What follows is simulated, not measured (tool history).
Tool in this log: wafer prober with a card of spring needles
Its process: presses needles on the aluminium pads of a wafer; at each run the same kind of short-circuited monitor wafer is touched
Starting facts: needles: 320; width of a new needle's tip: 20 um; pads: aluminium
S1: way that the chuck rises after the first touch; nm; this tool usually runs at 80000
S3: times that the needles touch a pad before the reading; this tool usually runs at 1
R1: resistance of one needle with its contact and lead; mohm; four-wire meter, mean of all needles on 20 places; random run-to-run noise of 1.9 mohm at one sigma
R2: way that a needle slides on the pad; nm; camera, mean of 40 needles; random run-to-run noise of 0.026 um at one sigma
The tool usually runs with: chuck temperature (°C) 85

Run 1, hour 0.0: usual settings. Result: R1 197 mohm, R2 10440 nm.
At hour 3.6: tips cleaned on abrasive film.
Run 2, hour 6.6: usual settings but S1 72000 nm. Result: R1 197 mohm, R2 9380 nm.
Run 3, hour 12.3: usual settings but S1 72000 nm. Result: R1 200 mohm, R2 9410 nm.
Run 4, hour 16.6: usual settings but S1 72000 nm. Result: R1 199 mohm, R2 9390 nm.
At hour 17.9: tips cleaned on abrasive film.
Run 5, hour 27.0: usual settings but S1 72000 nm. Result: R1 199 mohm, R2 9340 nm.
At hour 32.4: tips cleaned on abrasive film.
Run 6, hour 34.2: usual settings but S1 90000 nm. Result: R1 195 mohm, R2 11730 nm.
Run 7, hour 38.8: usual settings but S1 90000 nm. Result: R1 197 mohm, R2 11710 nm.
Run 8, hour 46.1: usual settings. Result: R1 196 mohm, R2 10430 nm.
At hour 46.7: tips cleaned on abrasive film.
Run 9, hour 51.6: usual settings but chuck temperature (°C) 30. Result: R1 186 mohm, R2 10430 nm.
Run 10, hour 58.4: usual settings but chuck temperature (°C) 30. Result: R1 187 mohm, R2 10430 nm.
At hour 61.2: tips cleaned on abrasive film.
Run 11, hour 63.2: usual settings but chuck temperature (°C) 30. Result: R1 185 mohm, R2 10410 nm.
At hour 69.5: height of the first contact set anew.
Run 12, hour 70.1: usual settings. Result: R1 199 mohm, R2 10450 nm.
At hour 76.1: tips cleaned on abrasive film.
Run 13, hour 77.3: usual settings but S3 3. Result: R1 200 mohm, R2 10460 nm.
Run 14, hour 84.2: usual settings but S3 3. Result: R1 199 mohm, R2 10400 nm.
At hour 90.5: tips cleaned on abrasive film.
Run 15, hour 93.9: usual settings but S3 3. Result: R1 196 mohm, R2 10430 nm.
Run 16, hour 101.9: usual settings but S3 3. Result: R1 200 mohm, R2 10440 nm.
At hour 104.6: tips cleaned on abrasive film.
Run 17, hour 108.4: usual settings. Result: R1 195 mohm, R2 10420 nm.
Run 18, hour 115.4: usual settings. Result: R1 200 mohm, R2 10400 nm.
At hour 119.3: tips cleaned on abrasive film.
Run 19, hour 121.5: usual settings but chuck temperature (°C) 106. Result: R1 202 mohm, R2 10430 nm.
Run 20, hour 130.2: usual settings but S1 71000 nm. Result: R1 200 mohm, R2 9290 nm.
At hour 134.0: tips cleaned on abrasive film.
Run 21, hour 134.9: usual settings but S1 71000 nm. Result: R1 197 mohm, R2 9220 nm.
Run 22, hour 140.0: usual settings but S1 64000 nm, chuck temperature (°C) 99, S3 2. Result: R1 207 mohm, R2 8360 nm.
Run 23, hour 146.9: usual settings but S1 64000 nm, chuck temperature (°C) 99, S3 2. Result: R1 205 mohm, R2 8350 nm.
At hour 148.0: tips cleaned on abrasive film.
Run 24, hour 157.1: usual settings but S1 64000 nm, chuck temperature (°C) 99, S3 2. Result: R1 203 mohm, R2 8360 nm.
At hour 162.2: tips cleaned on abrasive film.
Run 25, hour 166.1: usual settings but chuck temperature (°C) 51. Result: R1 189 mohm, R2 10370 nm.
Run 26, hour 175.8: usual settings but S1 69000 nm, chuck temperature (°C) 55, S3 3. Result: R1 195 mohm, R2 8950 nm.
At hour 176.4: tips cleaned on abrasive film.
Run 27, hour 183.9: usual settings but S1 69000 nm, chuck temperature (°C) 55, S3 3. Result: R1 193 mohm, R2 9010 nm.
Run 28, hour 189.5: usual settings but S1 77000 nm, chuck temperature (°C) 28, S3 3. Result: R1 187 mohm, R2 10010 nm.
At hour 190.9: tips cleaned on abrasive film.
Run 29, hour 196.5: usual settings but chuck temperature (°C) 33, S3 2. Result: R1 189 mohm, R2 10400 nm.
Run 30, hour 202.9: usual settings but chuck temperature (°C) 33, S3 2. Result: R1 187 mohm, R2 10420 nm.
At hour 205.8: tips cleaned on abrasive film.
Run 31, hour 208.1: usual settings but S3 3. Result: R1 196 mohm, R2 10420 nm.
Run 32, hour 216.3: usual settings but S3 3. Result: R1 200 mohm, R2 10430 nm.
At hour 220.4: tips cleaned on abrasive film.
Run 33, hour 226.2: usual settings but S3 3. Result: R1 198 mohm, R2 10430 nm.

Below are 4 alternative next runs, each starting from the tool's condition after run 33. Predict each:
Run A, hour 232.6: usual settings but S1 96000 nm, chuck temperature (°C) 99. Result: R1 ?, R2 ?.
Run B, hour 232.6: usual settings but S1 72000 nm, S3 2. Result: R1 ?, R2 ?.
Run C, hour 232.6: usual settings but S1 68000 nm, chuck temperature (°C) 41, S3 2. Result: R1 ?, R2 ?.
Run D, hour 232.6: usual settings but chuck temperature (°C) 37, S3 2. Result: R1 ?, R2 ?.

run   R1     R2
  A  200  12480
  B  199   9380
  C  189   8860
  D  187  10400
Had the tool no hidden state, the same runs would have come out as:
run   R1     R2
  A  200  12480
  B  198   9380
  C  188   8860
  D  187  10400

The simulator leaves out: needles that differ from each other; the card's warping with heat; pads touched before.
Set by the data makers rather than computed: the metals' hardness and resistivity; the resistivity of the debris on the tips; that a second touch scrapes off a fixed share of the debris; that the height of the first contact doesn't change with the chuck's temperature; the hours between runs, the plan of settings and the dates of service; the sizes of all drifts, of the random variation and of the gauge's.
